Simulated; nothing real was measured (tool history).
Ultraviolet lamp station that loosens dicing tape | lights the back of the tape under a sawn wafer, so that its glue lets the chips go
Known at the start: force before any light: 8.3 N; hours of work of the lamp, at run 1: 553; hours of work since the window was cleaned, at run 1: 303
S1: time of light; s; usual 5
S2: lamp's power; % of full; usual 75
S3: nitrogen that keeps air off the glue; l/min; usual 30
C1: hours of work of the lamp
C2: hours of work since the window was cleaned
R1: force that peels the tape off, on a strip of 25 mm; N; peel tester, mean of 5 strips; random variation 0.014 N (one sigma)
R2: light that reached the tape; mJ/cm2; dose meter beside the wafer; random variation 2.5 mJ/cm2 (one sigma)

| run | hour | S1 | S2 | S3 | C1 | C2 | R1 | R2 |
|---|---|---|---|---|---|---|---|---|
| 1 | 0.0 | 5 | 75 | 30 | 553 | 303 | 0.983 | 232 |
| 2 | 63.9 | 5 | 75 | 30 | 588 | 337 | 0.990 | 227 |
| 3 | 165.5 | 5 | 75 | 30 | 643 | 393 | 1.036 | 227 |
| 4 | 217.2 | 5 | 75 | 30 | 671 | 420 | 1.110 | 215 |
| 5 | 303.0 | 5 | 75 | 19 | 717 | 467 | 1.348 | 212 |
| 6 | 348.6 | 5 | 75 | 19 | 742 | 492 | 1.353 | 210 |
|  | 407.0 | window cleaned of glue's vapour |
| 7 | 414.6 | 5 | 75 | 32 | 777 | 4 | 0.936 | 235 |
| 8 | 517.2 | 5 | 75 | 30 | 833 | 60 | 1.020 | 230 |
| 9 | 584.2 | 5 | 75 | 30 | 869 | 96 | 1.042 | 222 |
| 10 | 660.6 | 5 | 75 | 30 | 910 | 137 | 1.089 | 218 |
| 11 | 750.5 | 5 | 75 | 11 | 959 | 186 | 1.721 | 211 |
| 12 | 826.4 | 5 | 99 | 25 | 1000 | 227 | 0.759 | 266 |
| 13 | 923.1 | 6 | 85 | 25 | 1053 | 279 | 0.774 | 269 |
| 14 | 1015.0 | 7 | 84 | 12 | 1102 | 329 | 0.910 | 299 |
| 15 | 1110.7 | 5 | 73 | 32 | 1154 | 381 | 1.448 | 181 |

5 ways to go on from here, each from the tool as it stands after run 15. What would each give?
| A | 1154.7 | 6 | 73 | 15 | 1178 | 405 | ? | ? |
| B | 1154.7 | 5 | 99 | 15 | 1178 | 405 | ? | ? |
| C | 1154.7 | 2 | 75 | 30 | 1178 | 405 | ? | ? |
| D | 1154.7 | 5 | 62 | 32 | 1178 | 405 | ? | ? |
| E | 1154.7 | 3 | 75 | 30 | 1178 | 405 | ? | ? |

| run | R1 | R2 |
|---|---|---|
| A | 1.435 | 217 |
| B | 1.185 | 242 |
| C | 4.030 | 72 |
| D | 1.887 | 152 |
| E | 2.869 | 108 |
Without the tool's hidden state the same runs would have given:
| run | R1 | R2 |
|---|---|---|
| A | 0.630 | 345 |
| B | 0.510 | 385 |
| C | 2.656 | 116 |
| D | 0.883 | 242 |
| E | 1.581 | 173 |

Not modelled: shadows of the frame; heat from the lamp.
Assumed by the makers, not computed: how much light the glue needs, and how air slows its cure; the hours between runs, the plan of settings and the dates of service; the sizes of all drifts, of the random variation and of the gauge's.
